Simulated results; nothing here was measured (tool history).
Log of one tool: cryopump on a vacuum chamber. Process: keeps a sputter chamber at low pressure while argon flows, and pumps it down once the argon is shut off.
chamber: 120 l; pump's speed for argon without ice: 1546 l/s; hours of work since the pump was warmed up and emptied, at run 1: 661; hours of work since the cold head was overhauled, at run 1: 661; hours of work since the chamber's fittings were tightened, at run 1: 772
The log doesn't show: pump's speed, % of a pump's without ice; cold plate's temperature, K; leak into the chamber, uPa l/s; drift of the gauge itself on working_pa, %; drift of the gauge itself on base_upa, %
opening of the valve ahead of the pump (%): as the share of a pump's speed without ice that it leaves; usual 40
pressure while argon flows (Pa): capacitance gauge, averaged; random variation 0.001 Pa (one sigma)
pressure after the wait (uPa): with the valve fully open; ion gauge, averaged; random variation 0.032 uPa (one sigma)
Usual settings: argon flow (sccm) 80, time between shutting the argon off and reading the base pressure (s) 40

| run | day | argon flow (sccm) | time between shutting the argon off and reading the base pressure (s) | opening of the valve ahead of the pump (%) | hours of work since the pump was warmed up and emptied | hours of work since the cold head was overhauled | hours of work since the chamber's fittings were tightened | pressure while argon flows (Pa) | pressure after the wait (uPa) |
|---|---|---|---|---|---|---|---|---|---|
| 1 | 0.000 | 80 | 40 | 40 | 661 | 661 | 772 | 0.2401 | 3.03 |
| 2 | 1.717 | 60 | 40 | 40 | 690 | 690 | 800 | 0.1806 | 2.99 |
| 3 | 3.750 | 60 | 40 | 40 | 723 | 723 | 833 | 0.1817 | 3.06 |
| 4 | 5.842 | 60 | 40 | 40 | 757 | 757 | 867 | 0.1822 | 3.27 |
| 5 | 8.042 | 80 | 25 | 40 | 793 | 793 | 904 | 0.2469 | 4.18 |
| 6 | 9.171 | 80 | 25 | 40 | 812 | 812 | 922 | 0.2465 | 4.19 |
| 7 | 10.404 | 80 | 25 | 40 | 832 | 832 | 942 | 0.2463 | 4.36 |
| 8 | 11.875 | 80 | 25 | 40 | 856 | 856 | 966 | 0.2475 | 4.41 |
|  | 13.283 | pump warmed up, emptied and cooled again |
| 9 | 13.362 | 53 | 40 | 40 | 1 | 877 | 987 | 0.1458 | 3.00 |
| 10 | 15.033 | 80 | 40 | 40 | 29 | 904 | 1015 | 0.2210 | 2.97 |
| 11 | 17.421 | 80 | 40 | 40 | 68 | 944 | 1054 | 0.2226 | 3.12 |
| 12 | 18.933 | 80 | 40 | 40 | 93 | 968 | 1079 | 0.2200 | 3.15 |
| 13 | 21.088 | 80 | 40 | 40 | 128 | 1004 | 1114 | 0.2204 | 3.14 |
| 14 | 23.333 | 80 | 40 | 40 | 165 | 1040 | 1151 | 0.2241 | 3.26 |
| 15 | 25.562 | 80 | 40 | 40 | 201 | 1077 | 1187 | 0.2250 | 3.41 |
| 16 | 27.858 | 80 | 90 | 40 | 239 | 1115 | 1225 | 0.2258 | 2.64 |
| 17 | 29.671 | 80 | 45 | 40 | 269 | 1144 | 1255 | 0.2260 | 3.32 |
| 18 | 31.475 | 37 | 197 | 25 | 298 | 1174 | 1284 | 0.1669 | 2.26 |
| 19 | 32.492 | 129 | 274 | 16 | 315 | 1191 | 1301 | 0.8977 | 2.22 |
| 20 | 34.804 | 129 | 274 | 16 | 353 | 1228 | 1339 | 0.8950 | 2.35 |
| 21 | 36.646 | 32 | 46 | 25 | 383 | 1259 | 1369 | 0.1437 | 3.46 |
| 22 | 38.312 | 82 | 40 | 40 | 410 | 1286 | 1396 | 0.2365 | 3.79 |
| 23 | 39.433 | 39 | 152 | 25 | 429 | 1304 | 1415 | 0.1764 | 2.71 |
| 24 | 40.908 | 80 | 104 | 35 | 453 | 1328 | 1439 | 0.2650 | 2.82 |
| 25 | 43.342 | 43 | 20 | 53 | 493 | 1368 | 1479 | 0.0984 | 5.45 |
| 26 | 44.417 | 83 | 23 | 44 | 510 | 1386 | 1496 | 0.2231 | 5.28 |
| 27 | 46.462 | 145 | 126 | 15 | 544 | 1419 | 1530 | 1.0827 | 2.98 |
| 28 | 48.683 | 63 | 118 | 15 | 580 | 1456 | 1566 | 0.4724 | 3.24 |

Run 29 comes next. What will it give?
| 29 | 50.088 | 63 | 118 | 15 | 603 | 1479 | 1589 | ? | ? |

Run 29 gave pressure while argon flows (Pa) 0.4754, pressure after the wait (uPa) 3.25.
Without the tool's hidden state the same run would have given pressure while argon flows (Pa) 0.4595, pressure after the wait (uPa) 0.71.
